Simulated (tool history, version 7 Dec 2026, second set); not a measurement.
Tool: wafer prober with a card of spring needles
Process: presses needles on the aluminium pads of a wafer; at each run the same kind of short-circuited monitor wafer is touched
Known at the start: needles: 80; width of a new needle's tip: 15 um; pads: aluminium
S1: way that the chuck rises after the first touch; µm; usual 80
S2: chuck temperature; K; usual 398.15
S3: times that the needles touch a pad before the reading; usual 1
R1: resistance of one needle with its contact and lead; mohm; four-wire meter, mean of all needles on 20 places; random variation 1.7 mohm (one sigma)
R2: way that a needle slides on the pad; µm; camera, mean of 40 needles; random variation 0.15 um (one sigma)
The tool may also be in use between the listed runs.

{"run": 1, "day": 0.0, "S1": 80, "S2": 398.15, "S3": 1, "R1": 173, "R2": 17.9}
{"day": 0.275, "done": "tips cleaned on abrasive film"}
{"run": 2, "day": 0.512, "S1": 80, "S2": 398.15, "S3": 1, "R1": 173, "R2": 18.19}
{"day": 0.579, "done": "tips cleaned on abrasive film"}
{"day": 0.879, "done": "tips cleaned on abrasive film"}
{"run": 3, "day": 0.908, "S1": 80, "S2": 398.15, "S3": 2, "R1": 174, "R2": 17.8}
{"day": 1.212, "done": "tips cleaned on abrasive film"}
{"run": 4, "day": 1.262, "S1": 80, "S2": 398.15, "S3": 2, "R1": 173, "R2": 17.87}
{"day": 1.504, "done": "tips cleaned on abrasive film"}
{"run": 5, "day": 1.712, "S1": 80, "S2": 398.15, "S3": 2, "R1": 171, "R2": 17.85}
{"day": 1.792, "done": "tips cleaned on abrasive film"}
{"day": 2.096, "done": "tips cleaned on abrasive film"}
{"run": 6, "day": 2.208, "S1": 80, "S2": 398.15, "S3": 2, "R1": 172, "R2": 17.61}
{"day": 2.379, "done": "tips cleaned on abrasive film"}
{"run": 7, "day": 2.529, "S1": 80, "S2": 398.15, "S3": 1, "R1": 173, "R2": 17.83}
{"day": 2.696, "done": "tips cleaned on abrasive film"}
{"run": 8, "day": 2.846, "S1": 76, "S2": 398.15, "S3": 1, "R1": 171, "R2": 16.81}
{"day": 3.025, "done": "tips cleaned on abrasive film"}
{"day": 3.321, "done": "tips cleaned on abrasive film"}
{"run": 9, "day": 3.321, "S1": 76, "S2": 398.15, "S3": 1, "R1": 172, "R2": 16.82}
{"day": 3.625, "done": "tips cleaned on abrasive film"}
{"run": 10, "day": 3.892, "S1": 76, "S2": 398.15, "S3": 1, "R1": 170, "R2": 17.05}
{"day": 3.925, "done": "tips cleaned on abrasive film"}
{"day": 4.25, "done": "tips cleaned on abrasive film"}
{"run": 11, "day": 4.462, "S1": 73, "S2": 398.15, "S3": 1, "R1": 171, "R2": 16.04}
{"day": 4.538, "done": "tips cleaned on abrasive film"}
{"day": 4.846, "done": "tips cleaned on abrasive film"}
{"run": 12, "day": 5.083, "S1": 80, "S2": 398.15, "S3": 1, "R1": 172, "R2": 17.84}
{"day": 5.133, "done": "tips cleaned on abrasive film"}
{"day": 5.446, "done": "tips cleaned on abrasive film"}
{"run": 13, "day": 5.654, "S1": 80, "S2": 398.15, "S3": 1, "R1": 171, "R2": 17.77}
{"day": 5.767, "done": "tips cleaned on abrasive film"}
{"day": 6.054, "done": "tips cleaned on abrasive film"}
{"run": 14, "day": 6.125, "S1": 80, "S2": 398.15, "S3": 1, "R1": 170, "R2": 17.84}
{"day": 6.342, "done": "tips cleaned on abrasive film"}
{"day": 6.625, "done": "tips cleaned on abrasive film"}
{"run": 15, "day": 6.696, "S1": 80, "S2": 398.15, "S3": 1, "R1": 173, "R2": 17.71}
{"day": 6.917, "done": "tips cleaned on abrasive film"}
{"day": 7.2, "done": "tips cleaned on abrasive film"}
{"run": 16, "day": 7.308, "S1": 80, "S2": 398.15, "S3": 1, "R1": 170, "R2": 17.79}
{"day": 7.529, "done": "tips cleaned on abrasive film"}
{"run": 17, "day": 7.683, "S1": 71, "S2": 398.15, "S3": 1, "R1": 174, "R2": 15.79}
{"day": 7.825, "done": "tips cleaned on abrasive film"}
{"run": 18, "day": 8.021, "S1": 71, "S2": 398.15, "S3": 1, "R1": 175, "R2": 15.86}
{"day": 8.146, "done": "tips cleaned on abrasive film"}
{"day": 8.446, "done": "tips cleaned on abrasive film"}
{"run": 19, "day": 8.55, "S1": 71, "S2": 398.15, "S3": 1, "R1": 171, "R2": 15.81}
{"day": 8.762, "done": "tips cleaned on abrasive film"}
{"day": 9.054, "done": "tips cleaned on abrasive film"}
{"run": 20, "day": 9.242, "S1": 74, "S2": 299.15, "S3": 2, "R1": 157, "R2": 16.32}
{"day": 9.383, "done": "tips cleaned on abrasive film"}
{"day": 9.683, "done": "tips cleaned on abrasive film"}
{"day": 9.729, "done": "height of the first contact set anew"}
{"run": 21, "day": 9.888, "S1": 79, "S2": 398.15, "S3": 1, "R1": 173, "R2": 17.48}
{"day": 9.979, "done": "tips cleaned on abrasive film"}
{"day": 10.292, "done": "tips cleaned on abrasive film"}
{"run": 22, "day": 10.5, "S1": 79, "S2": 398.15, "S3": 1, "R1": 173, "R2": 17.26}
{"day": 10.617, "done": "tips cleaned on abrasive film"}
{"day": 10.904, "done": "tips cleaned on abrasive film"}
{"run": 23, "day": 11.083, "S1": 79, "S2": 398.15, "S3": 1, "R1": 170, "R2": 17.62}
{"day": 11.221, "done": "tips cleaned on abrasive film"}
{"day": 11.504, "done": "tips cleaned on abrasive film"}
{"run": 24, "day": 11.754, "S1": 77, "S2": 355.15, "S3": 2, "R1": 165, "R2": 17.03}
{"day": 11.812, "done": "tips cleaned on abrasive film"}
{"day": 12.117, "done": "tips cleaned on abrasive film"}
{"day": 12.421, "done": "tips cleaned on abrasive film"}
{"run": 25, "day": 12.462, "S1": 77, "S2": 355.15, "S3": 2, "R1": 163, "R2": 16.98}
{"day": 12.708, "done": "tips cleaned on abrasive film"}
{"run": 26, "day": 12.854, "S1": 80, "S2": 332.15, "S3": 1, "R1": 162, "R2": 17.8}
{"day": 13.025, "done": "tips cleaned on abrasive film"}
{"day": 13.333, "done": "tips cleaned on abrasive film"}
{"run": 27, "day": 13.346, "S1": 69, "S2": 299.15, "S3": 2, "R1": 153, "R2": 15.5}
{"day": 13.633, "done": "tips cleaned on abrasive film"}
{"run": 28, "day": 13.796, "S1": 69, "S2": 320.15, "S3": 2, "R1": 161, "R2": 15.41}
{"day": 13.942, "done": "tips cleaned on abrasive film"}
{"day": 14.225, "done": "tips cleaned on abrasive film"}
{"run": 29, "day": 14.325, "S1": 74, "S2": 304.15, "S3": 2, "R1": 155, "R2": 16.24}
{"day": 14.517, "done": "tips cleaned on abrasive film"}
{"run": 30, "day": 14.696, "S1": 74, "S2": 304.15, "S3": 2, "R1": 157, "R2": 16.52}
{"day": 14.821, "done": "tips cleaned on abrasive film"}
{"run": 31, "day": 14.983, "S1": 70, "S2": 352.15, "S3": 1, "R1": 167, "R2": 15.5}
{"day": 15.108, "done": "tips cleaned on abrasive film"}
{"day": 15.412, "done": "tips cleaned on abrasive film"}
{"run": 32, "day": 15.462, "S1": 67, "S2": 317.15, "S3": 2, "R1": 161, "R2": 14.6}

Forecast each of these 3 alternatives for the next run:
{"day": 15.729, "done": "tips cleaned on abrasive film"}
{"run": "A", "day": 15.833, "S1": 82, "S2": 320.15, "S3": 1, "R1": "?", "R2": "?"}
{"day": 15.729, "done": "tips cleaned on abrasive film"}
{"run": "B", "day": 15.833, "S1": 81, "S2": 392.15, "S3": 2, "R1": "?", "R2": "?"}
{"day": 15.729, "done": "tips cleaned on abrasive film"}
{"run": "C", "day": 15.833, "S1": 80, "S2": 398.15, "S3": 3, "R1": "?", "R2": "?"}

run=A R1=158 R2=18.05
run=B R1=170 R2=17.93
run=C R1=174 R2=17.89
Without the tool's hidden state the same runs would have given:
run=A R1=158 R2=18.06
run=B R1=169 R2=17.93
run=C R1=173 R2=17.9
